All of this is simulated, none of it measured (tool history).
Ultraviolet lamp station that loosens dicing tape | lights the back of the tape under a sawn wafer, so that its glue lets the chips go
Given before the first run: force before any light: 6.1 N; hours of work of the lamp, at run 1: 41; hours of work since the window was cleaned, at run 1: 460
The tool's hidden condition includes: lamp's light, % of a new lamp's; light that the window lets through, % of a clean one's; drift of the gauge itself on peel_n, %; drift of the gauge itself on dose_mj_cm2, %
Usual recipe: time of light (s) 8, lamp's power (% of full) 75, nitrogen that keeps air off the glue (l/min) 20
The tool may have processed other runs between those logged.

run   hour  time of light (s)  lamp's power (% of full)  nitrogen that keeps air off the glue (l/min)  hours of work of the lamp  hours of work since the window was cleaned  force that peels the tape off (N)  light that reached the tape (J/m2)
  1      0                  8                        75                                            20                         41                                         460                              0.559                                2470
  2    6.9                  8                        75                                            20                         45                                         464                              0.564                                2470
  3   11.4                  8                        75                                            20                         48                                         466                              0.523                                2430
  4   17.3                  8                        75                                            20                         51                                         469                              0.562                                2510
  5   22.6                  8                        75                                            20                         54                                         472                              0.533                                2470
  6   28.4                  8                        75                                            20                         57                                         476                              0.521                                2440
  7     37                  8                        99                                            20                         62                                         480                              0.318                                3240
  8   43.9                  8                        75                                            20                         66                                         484                              0.537                                2450
  9   50.7                  8                        75                                            20                         69                                         488                              0.538                                2450
 10   57.1                  8                        75                                            20                         73                                         492                              0.563                                2420
 11   65.8                  8                        92                                            20                         78                                         496                              0.375                                2990
 12   74.3                  6                        81                                            19                         83                                         501                              0.838                                1970
 13   84.2                  5                        62                                            31                         88                                         507                               1.45                                1270
 14   93.1                  7                        91                                             6                         93                                         512                              0.935                                2560
 15   97.8                  5                        87                                            18                         96                                         514                              1.014                                1740
 16  106.7                  5                        87                                            18                        101                                         519                              1.004                                1740
 17  113.4                  5                        65                                            21                        104                                         523                               1.49                                1290
 18  119.4                 14                       100                                             8                        108                                         526                              0.222                                5650
 19  124.2                 14                       100                                             8                        110                                         529                              0.212                                5560
 20  128.9                  4                       100                                            18                        113                                         531                              1.177                                1590
 21  138.8                  7                        95                                            18                        118                                         537                              0.494                                2660

Forecast each of these 4 alternatives for the next run:
  A  146.5                  6                        66                                             8                        123                                         541                                  ?                                   ?
  B  146.5                  9                        69                                            11                        123                                         541                                  ?                                   ?
  C  146.5                  9                        71                                             6                        123                                         541                                  ?                                   ?
  D  146.5                 10                        92                                             6                        123                                         541                                  ?                                   ?

run  force that peels the tape off (N)  light that reached the tape (J/m2)
  A                              1.697                                1590
  B                              0.717                                2500
  C                              0.936                                2600
  D                              0.496                                3670
What these runs would have given with no unlogged condition in the tool:
run  force that peels the tape off (N)  light that reached the tape (J/m2)
  A                              1.534                                1720
  B                              0.621                                2710
  C                              0.817                                2810
  D                              0.426                                3970
